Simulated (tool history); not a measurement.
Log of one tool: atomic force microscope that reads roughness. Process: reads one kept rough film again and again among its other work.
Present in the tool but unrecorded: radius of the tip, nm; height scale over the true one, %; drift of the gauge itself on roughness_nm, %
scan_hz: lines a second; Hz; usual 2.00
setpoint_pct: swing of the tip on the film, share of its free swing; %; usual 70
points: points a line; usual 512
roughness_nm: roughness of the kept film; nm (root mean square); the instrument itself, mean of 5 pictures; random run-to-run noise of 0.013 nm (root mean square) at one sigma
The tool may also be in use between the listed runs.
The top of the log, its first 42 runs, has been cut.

run   hour  scan_hz  setpoint_pct  points  pictures with this tip  hours of work since the height scale was calibrated  roughness_nm
 43  315.2     2.00            64     361                      23                                                  281         3.240
 44  323.6     1.30            86     479                      30                                                  284         3.097
 45  327.9     1.06            57     512                      34                                                  286         3.320
 46  338.1     1.72            65     757                      43                                                  291         3.262
 47  345.0     3.52            84     325                      50                                                  294         2.755
 48  355.2     0.65            60    1019                      59                                                  298         3.346
 49  363.0     2.00            58     512                      66                                                  301         3.259
 50  372.5     1.39            72     512                      75                                                  305         3.249
 51  377.3     1.96            72     759                      79                                                  307         3.172

Predict each of these 4 candidate next runs independently; none follows another, all start after run 51:
  A  383.3     2.00            83     396                      85                                                  310             ?
  B  383.3     1.96            72     532                      85                                                  310             ?
  C  383.3     1.95            86     512                      85                                                  310             ?
  D  383.3     1.45            70     512                      85                                                  310             ?

run  roughness_nm
  A         3.000
  B         3.170
  C         2.972
  D         3.247
Without the tool's unlogged condition, the same runs would have read:
run  roughness_nm
  A         3.009
  B         3.179
  C         2.981
  D         3.257
